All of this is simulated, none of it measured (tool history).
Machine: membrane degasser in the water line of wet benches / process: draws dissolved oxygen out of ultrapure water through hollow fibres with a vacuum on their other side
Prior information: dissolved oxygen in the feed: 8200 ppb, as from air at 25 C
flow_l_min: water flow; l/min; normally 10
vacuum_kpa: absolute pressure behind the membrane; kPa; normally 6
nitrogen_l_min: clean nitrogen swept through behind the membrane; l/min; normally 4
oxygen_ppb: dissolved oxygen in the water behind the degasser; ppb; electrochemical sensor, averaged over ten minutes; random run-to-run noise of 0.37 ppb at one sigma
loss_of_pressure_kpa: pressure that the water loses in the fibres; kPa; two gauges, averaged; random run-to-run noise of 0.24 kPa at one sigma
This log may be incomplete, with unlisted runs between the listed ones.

| run | hour | flow_l_min | vacuum_kpa | nitrogen_l_min | oxygen_ppb | loss_of_pressure_kpa |
|---|---|---|---|---|---|---|
| 1 | 0 | 10 | 6 | 4 | 21.4 | 60.44 |
| 2 | 55.7 | 10 | 6 | 2.16 | 35 | 60.67 |
| 3 | 138.1 | 10 | 6 | 4 | 21.8 | 60.85 |
| 4 | 243.4 | 10 | 6 | 4 | 21 | 61.03 |
| 5 | 343.1 | 10 | 6 | 4 | 21 | 60.71 |
| 6 | 427.9 | 10 | 6 | 4 | 21.5 | 61.23 |
| 7 | 529.7 | 10 | 6 | 5.38 | 17 | 60.53 |
| 8 | 613.6 | 10 | 6 | 5.38 | 16.3 | 60.78 |
| 9 | 702.9 | 10 | 6 | 4 | 20.9 | 60.86 |
| 10 | 811.1 | 10 | 6 | 4 | 21.9 | 61.12 |
| 11 | 882.6 | 10 | 4.54 | 4 | 12.3 | 61.12 |
| 12 | 935.4 | 10 | 4.54 | 4 | 12.6 | 61.13 |
| 13 | 987.3 | 6 | 6 | 7.6 | 5.7 | 36.5 |
| 14 | 1085.8 | 6 | 6 | 7.6 | 5.3 | 36.85 |
| 15 | 1192.3 | 8 | 3.72 | 5.76 | 3.2 | 49.08 |
| 16 | 1240.3 | 10 | 4.16 | 6.97 | 6.7 | 61.27 |
| 17 | 1299.2 | 10 | 3.71 | 6.65 | 5.6 | 61.56 |
| 18 | 1395.9 | 9 | 4.44 | 4.2 | 9.1 | 55.09 |
| 19 | 1493.3 | 12 | 4.35 | 4.2 | 16.1 | 73.87 |
| 20 | 1578.1 | 12 | 4.35 | 4.2 | 16.7 | 73.43 |
| 21 | 1623.3 | 8 | 9.15 | 4.2 | 29.5 | 49.35 |

3 options for the next run, each taken on its own from the tool as it stands now. Forecast them:
| A | 1717.2 | 8 | 4.81 | 4.2 | ? | ? |
| B | 1717.2 | 8 | 8.03 | 7.13 | ? | ? |
| C | 1717.2 | 8 | 9.15 | 2.02 | ? | ? |

| run | oxygen_ppb | loss_of_pressure_kpa |
|---|---|---|
| A | 9.3 | 49.08 |
| B | 14.6 | 48.94 |
| C | 58.8 | 49.41 |
Without the tool's unlogged condition, the same runs would have read:
| run | oxygen_ppb | loss_of_pressure_kpa |
|---|---|---|
| A | 9.2 | 48.19 |
| B | 14.6 | 48.05 |
| C | 58.7 | 48.51 |
